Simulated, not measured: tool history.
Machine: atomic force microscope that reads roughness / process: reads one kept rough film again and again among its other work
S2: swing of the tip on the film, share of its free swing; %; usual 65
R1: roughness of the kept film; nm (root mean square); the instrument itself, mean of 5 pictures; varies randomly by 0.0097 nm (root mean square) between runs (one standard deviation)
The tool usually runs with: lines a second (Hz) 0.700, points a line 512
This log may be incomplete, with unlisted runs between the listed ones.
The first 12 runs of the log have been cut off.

{"run": 13, "day": 15.146, "lines a second (Hz)": 0.7, "S2": 77, "points a line": 512, "R1": 1.401}
{"run": 14, "day": 16.904, "lines a second (Hz)": 0.7, "S2": 87, "points a line": 512, "R1": 1.213}
{"day": 18.325, "done": "new tip fitted"}
{"run": 15, "day": 18.558, "lines a second (Hz)": 0.7, "S2": 80, "points a line": 512, "R1": 2.099}
{"run": 16, "day": 19.658, "lines a second (Hz)": 0.7, "S2": 65, "points a line": 426, "R1": 1.98}
{"run": 17, "day": 20.554, "lines a second (Hz)": 0.7, "S2": 65, "points a line": 426, "R1": 1.852}
{"run": 18, "day": 22.229, "lines a second (Hz)": 0.7, "S2": 65, "points a line": 426, "R1": 1.626}
{"day": 22.354, "done": "height scale calibrated on a step standard"}
{"run": 19, "day": 23.446, "lines a second (Hz)": 0.7, "S2": 65, "points a line": 426, "R1": 1.513}
{"run": 20, "day": 24.912, "lines a second (Hz)": 0.921, "S2": 65, "points a line": 512, "R1": 1.397}
{"run": 21, "day": 26.071, "lines a second (Hz)": 3.546, "S2": 65, "points a line": 783, "R1": 1.173}
{"run": 22, "day": 27.304, "lines a second (Hz)": 1.495, "S2": 63, "points a line": 407, "R1": 1.19}
{"day": 27.479, "done": "new tip fitted"}
{"run": 23, "day": 28.988, "lines a second (Hz)": 1.495, "S2": 56, "points a line": 407, "R1": 1.955}
{"run": 24, "day": 30.65, "lines a second (Hz)": 1.495, "S2": 56, "points a line": 407, "R1": 1.72}
{"day": 31.1, "done": "height scale calibrated on a step standard, once more"}
{"run": 25, "day": 31.658, "lines a second (Hz)": 1.078, "S2": 56, "points a line": 455, "R1": 1.609}
{"run": 26, "day": 32.683, "lines a second (Hz)": 0.7, "S2": 73, "points a line": 512, "R1": 1.472}
{"run": 27, "day": 34.488, "lines a second (Hz)": 0.7, "S2": 73, "points a line": 512, "R1": 1.322}
{"run": 28, "day": 35.446, "lines a second (Hz)": 0.7, "S2": 73, "points a line": 656, "R1": 1.267}
{"run": 29, "day": 36.388, "lines a second (Hz)": 0.7, "S2": 73, "points a line": 294, "R1": 1.18}
{"day": 36.646, "done": "new tip fitted"}
{"run": 30, "day": 37.938, "lines a second (Hz)": 0.7, "S2": 73, "points a line": 294, "R1": 1.887}
{"run": 31, "day": 39.321, "lines a second (Hz)": 0.7, "S2": 73, "points a line": 294, "R1": 1.692}
{"run": 32, "day": 40.642, "lines a second (Hz)": 3.207, "S2": 64, "points a line": 717, "R1": 1.44}
{"run": 33, "day": 42.388, "lines a second (Hz)": 3.207, "S2": 64, "points a line": 717, "R1": 1.283}

What will run 34 give?
{"run": 34, "day": 43.458, "lines a second (Hz)": 2.415, "S2": 79, "points a line": 282, "R1": "?"}

Run 34 came out at R1 1.084 nm (root mean square).
Minus the tool's unlogged condition, the same run would have read R1 1.770 nm (root mean square).
